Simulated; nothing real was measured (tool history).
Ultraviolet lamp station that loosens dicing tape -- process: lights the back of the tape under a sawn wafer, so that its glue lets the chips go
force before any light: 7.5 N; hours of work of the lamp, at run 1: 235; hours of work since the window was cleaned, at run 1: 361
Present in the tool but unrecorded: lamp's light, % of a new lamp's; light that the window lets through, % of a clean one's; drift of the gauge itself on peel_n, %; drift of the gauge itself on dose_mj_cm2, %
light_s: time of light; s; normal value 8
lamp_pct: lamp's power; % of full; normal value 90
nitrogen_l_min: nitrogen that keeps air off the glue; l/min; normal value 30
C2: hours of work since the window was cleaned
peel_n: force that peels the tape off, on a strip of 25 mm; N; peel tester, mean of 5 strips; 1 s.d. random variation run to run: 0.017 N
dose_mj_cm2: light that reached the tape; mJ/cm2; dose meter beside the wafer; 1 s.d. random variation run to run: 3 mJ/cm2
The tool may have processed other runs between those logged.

{"run": 1, "hour": 0.0, "light_s": 8, "lamp_pct": 90, "nitrogen_l_min": 30, "hours of work of the lamp": 235, "C2": 361, "peel_n": 1.006, "dose_mj_cm2": 383}
{"run": 2, "hour": 20.9, "light_s": 8, "lamp_pct": 90, "nitrogen_l_min": 30, "hours of work of the lamp": 245, "C2": 372, "peel_n": 1.013, "dose_mj_cm2": 381}
{"run": 3, "hour": 46.1, "light_s": 8, "lamp_pct": 90, "nitrogen_l_min": 30, "hours of work of the lamp": 258, "C2": 385, "peel_n": 1.01, "dose_mj_cm2": 379}
{"run": 4, "hour": 63.9, "light_s": 8, "lamp_pct": 90, "nitrogen_l_min": 30, "hours of work of the lamp": 267, "C2": 394, "peel_n": 1.02, "dose_mj_cm2": 370}
{"run": 5, "hour": 78.7, "light_s": 8, "lamp_pct": 90, "nitrogen_l_min": 30, "hours of work of the lamp": 274, "C2": 401, "peel_n": 1.035, "dose_mj_cm2": 372}
{"run": 6, "hour": 100.8, "light_s": 8, "lamp_pct": 90, "nitrogen_l_min": 30, "hours of work of the lamp": 285, "C2": 412, "peel_n": 1.055, "dose_mj_cm2": 371}
{"run": 7, "hour": 122.5, "light_s": 8, "lamp_pct": 90, "nitrogen_l_min": 30, "hours of work of the lamp": 296, "C2": 423, "peel_n": 1.059, "dose_mj_cm2": 370}
{"run": 8, "hour": 139.7, "light_s": 6, "lamp_pct": 89, "nitrogen_l_min": 24, "hours of work of the lamp": 305, "C2": 432, "peel_n": 1.905, "dose_mj_cm2": 268}
{"run": 9, "hour": 152.0, "light_s": 8, "lamp_pct": 63, "nitrogen_l_min": 30, "hours of work of the lamp": 311, "C2": 438, "peel_n": 1.822, "dose_mj_cm2": 256}
{"run": 10, "hour": 168.5, "light_s": 8, "lamp_pct": 90, "nitrogen_l_min": 10, "hours of work of the lamp": 319, "C2": 446, "peel_n": 2.017, "dose_mj_cm2": 363}
{"run": 11, "hour": 191.9, "light_s": 9, "lamp_pct": 75, "nitrogen_l_min": 48, "hours of work of the lamp": 331, "C2": 458, "peel_n": 0.958, "dose_mj_cm2": 344}
{"run": 12, "hour": 213.1, "light_s": 13, "lamp_pct": 71, "nitrogen_l_min": 48, "hours of work of the lamp": 342, "C2": 469, "peel_n": 0.562, "dose_mj_cm2": 461}
{"run": 13, "hour": 227.6, "light_s": 5, "lamp_pct": 84, "nitrogen_l_min": 40, "hours of work of the lamp": 349, "C2": 476, "peel_n": 2.211, "dose_mj_cm2": 212}

Below are 4 alternative next runs, each starting from the tool's condition after run 13. Predict each:
{"run": "A", "hour": 242.1, "light_s": 8, "lamp_pct": 60, "nitrogen_l_min": 30, "hours of work of the lamp": 356, "C2": 483, "peel_n": "?", "dose_mj_cm2": "?"}
{"run": "B", "hour": 242.1, "light_s": 5, "lamp_pct": 94, "nitrogen_l_min": 40, "hours of work of the lamp": 356, "C2": 483, "peel_n": "?", "dose_mj_cm2": "?"}
{"run": "C", "hour": 242.1, "light_s": 15, "lamp_pct": 65, "nitrogen_l_min": 21, "hours of work of the lamp": 356, "C2": 483, "peel_n": "?", "dose_mj_cm2": "?"}
{"run": "D", "hour": 242.1, "light_s": 11, "lamp_pct": 84, "nitrogen_l_min": 19, "hours of work of the lamp": 356, "C2": 483, "peel_n": "?", "dose_mj_cm2": "?"}

run=A peel_n=2.012 dose_mj_cm2=236
run=B peel_n=1.868 dose_mj_cm2=233
run=C peel_n=0.817 dose_mj_cm2=485
run=D peel_n=0.96 dose_mj_cm2=461
With the hidden condition removed and each run's random variation left untouched, the same runs would have given:
run=A peel_n=1.552 dose_mj_cm2=287
run=B peel_n=1.417 dose_mj_cm2=283
run=C peel_n=0.569 dose_mj_cm2=588
run=D peel_n=0.673 dose_mj_cm2=560
